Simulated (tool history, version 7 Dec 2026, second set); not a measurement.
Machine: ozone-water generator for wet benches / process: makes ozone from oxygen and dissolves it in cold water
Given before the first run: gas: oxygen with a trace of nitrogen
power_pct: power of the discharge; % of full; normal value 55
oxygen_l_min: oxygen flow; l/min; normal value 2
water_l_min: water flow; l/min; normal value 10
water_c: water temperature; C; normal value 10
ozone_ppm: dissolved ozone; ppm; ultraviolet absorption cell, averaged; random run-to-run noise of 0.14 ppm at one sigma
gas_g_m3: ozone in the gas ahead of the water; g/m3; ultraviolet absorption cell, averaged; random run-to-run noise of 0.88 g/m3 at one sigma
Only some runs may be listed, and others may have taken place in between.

run	hour	power_pct	oxygen_l_min	water_l_min	water_c	ozone_ppm	gas_g_m3
1	0	55	2	10	10	14.4	136.4
2	37	55	2	10	10	14	134.9
3	59.5	55	2	10	10	14.1	137
4	90.6	55	2	10	10	14.5	136.1
5	125.3	55	2	10	10	14.2	134.7
6	154	94	2	10	10	22.3	214.7
7	197	55	2	10	8	14.3	136.1
8	231.2	92	2	10	10	21.8	209
9	271.2	92	2	10	10	21.7	207.3
10	300.6	92	2	10	10	21.7	208.1
11	326	92	2	10	10	21.5	207.1
12	371	55	1.82	10	10	13.6	139.5
13	412	55	1.82	10	10	13.3	140.6
14	460.9	56	2	10	10	14.1	135.4
15	489.2	55	2	10	10	13.9	132.8
16	522.2	55	2	10	10	13.8	134.1
17	547.7	55	2	10	16	13	133
18	568.9	55	2	10	16	12.9	134.1
19	613.8	87	1.85	12	11	16.7	201.7
20	652.1	50	3.07	12	5	12.9	104.2
21	698.3	96	1.13	9	16	18.4	264.4
# hour 706.2: contactor cleaned
22	731.9	87	1.93	13	5	15.9	198.8
23	766	87	1.93	13	5	15.9	196.7
24	787.5	87	1.93	13	5	16.3	198.4
25	822.2	87	1.93	13	5	15.9	197.4
26	850.8	87	1.93	13	5	15.9	194.8
27	877.4	49	3.4	8	5	17.2	97.6
28	902.6	49	3.4	8	5	17.1	97.3
29	929.4	55	2	10	10	13.2	131.3
# hour 940.2: contactor cleaned, once more
30	967.7	55	2	10	10	14.4	132.2
31	998.3	55	2	10	10	14.5	130.3
32	1021.8	55	2	10	10	14.5	130.5
33	1070.9	55	3.43	6	10	22.2	106.9

Measured result minus the same run's result without the hidden state. Both carry the same run-to-run variation, though not necessarily the same gauge scatter:
Hidden state present: yield of the discharge, % of new electrodes'; contactor's efficiency, % of a clean one's; true water temperature over the reading, C; drift of the gauge itself on ozone_ppm, %; drift of the gauge itself on gas_g_m3, %.
run	ozone_ppm	gas_g_m3
1	-1.7	-8.6
2	-1.7	-8.7
3	-1.8	-8.9
4	-1.8	-9
5	-1.8	-9
6	-3.9	-24
7	-1.8	-9.4
8	-3.9	-24
9	-4	-24.4
10	-4	-25
11	-4	-25.2
12	-1.9	-10.6
13	-1.9	-10.9
14	-2.1	-11.1
15	-2	-10.8
16	-2	-11.1
17	-2	-11.2
18	-2	-11.3
19	-3.5	-26.9
20	-1.9	-8.1
21	-4.1	-39.5
22	-3.9	-27.8
23	-3.9	-28.1
24	-3.9	-28.6
25	-3.9	-28.9
26	-4	-29.1
27	-2.9	-8.2
28	-3	-8.3
29	-2.5	-13
30	-1.4	-13.2
31	-1.5	-13.3
32	-1.6	-13.4
33	-2.5	-11.2
